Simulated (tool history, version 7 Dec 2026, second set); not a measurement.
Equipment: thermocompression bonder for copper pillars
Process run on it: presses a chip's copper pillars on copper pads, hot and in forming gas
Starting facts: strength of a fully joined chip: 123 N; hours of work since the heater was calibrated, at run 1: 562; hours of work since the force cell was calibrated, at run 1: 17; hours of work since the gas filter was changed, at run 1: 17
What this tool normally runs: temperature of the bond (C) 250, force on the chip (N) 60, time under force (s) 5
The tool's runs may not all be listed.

run   hour  temperature of the bond (C)  force on the chip (N)  time under force (s)  hours of work since the heater was calibrated  hours of work since the force cell was calibrated  hours of work since the gas filter was changed  force that shears a chip off (N)
  1      0                          250                     60                     5                                            562                                                 17                                              17                              78.6
  2   45.8                          250                     60                     5                                            586                                                 41                                              41                              77.7
  3   77.1                          250                     60                     5                                            603                                                 58                                              58                              77.9
  4  114.2                          250                     60                     5                                            623                                                 78                                              78                              76.8
  5  150.2                          250                     60                     5                                            642                                                 97                                              97                              77.6
  6  182.5                          244                     60                     5                                            660                                                114                                             114                              70.5
  7  229.7                          270                     60                     5                                            685                                                140                                             140                              90.5
  8  266.4                          270                     60                     5                                            704                                                159                                             159                              90.2
  9  299.7                          250                     60                     5                                            722                                                177                                             177                              73.6
 10  330.7                          250                     60                     5                                            739                                                194                                             194                              73.7
 11  380.8                          236                     60                     5                                            766                                                220                                             220                              60.9
 12  427.5                          250                     60                     5                                            790                                                245                                             245                              71.5
 13  472.8                          250                     60                     5                                            815                                                270                                             270                              73.4
 14    513                          250                     42                     5                                            836                                                291                                             291                              54.2
     551.4  -- forming gas filter changed
 15  551.4                          268                     54                     4                                            856                                                311                                               0                              84.2
 16  588.9                          252                     74                     8                                            876                                                331                                              20                             100.7
 17  619.3                          253                     56                     6                                            893                                                348                                              36                              79.8
 18  654.9                          269                     73                     3                                            912                                                367                                              55                              93.4
 19  701.3                          277                     63                    14                                            937                                                391                                              80                             114.5
 20  734.5                          277                     63                    14                                            954                                                409                                              98                             113.2
 21  774.6                          277                     63                    14                                            976                                                431                                             119                             112.2
 22  813.2                          277                     39                    14                                            996                                                451                                             140                              93.2
 23  852.9                          250                     41                    14                                           1018                                                472                                             161                                75
 24    882                          245                     87                     5                                           1033                                                488                                             177                              84.4
 25  927.9                          237                     49                     5                                           1058                                                513                                             201                              49.9

Forecast each of these 5 alternatives for the next run:
     955.9  -- heater calibrated with a thermocouple chip
  A  955.9                          275                     73                    11                                              0                                                526                                             215                                 ?
     955.9  -- heater calibrated with a thermocouple chip
  B  955.9                          276                     59                     5                                              0                                                526                                             215                                 ?
     955.9  -- heater calibrated with a thermocouple chip
  C  955.9                          263                     60                     5                                              0                                                526                                             215                                 ?
     955.9  -- heater calibrated with a thermocouple chip
  D  955.9                          257                     60                     5                                              0                                                526                                             215                                 ?
     955.9  -- heater calibrated with a thermocouple chip
  E  955.9                          237                     62                     5                                              0                                                526                                             215                                 ?

run  force that shears a chip off (N)
  A                             109.5
  B                              94.3
  C                              87.1
  D                              82.1
  E                              69.3
Stripped of hidden state, with their random variation kept, the same runs would have yielded:
run  force that shears a chip off (N)
  A                             118.6
  B                             103.1
  C                              95.7
  D                              90.4
  E                              76.6

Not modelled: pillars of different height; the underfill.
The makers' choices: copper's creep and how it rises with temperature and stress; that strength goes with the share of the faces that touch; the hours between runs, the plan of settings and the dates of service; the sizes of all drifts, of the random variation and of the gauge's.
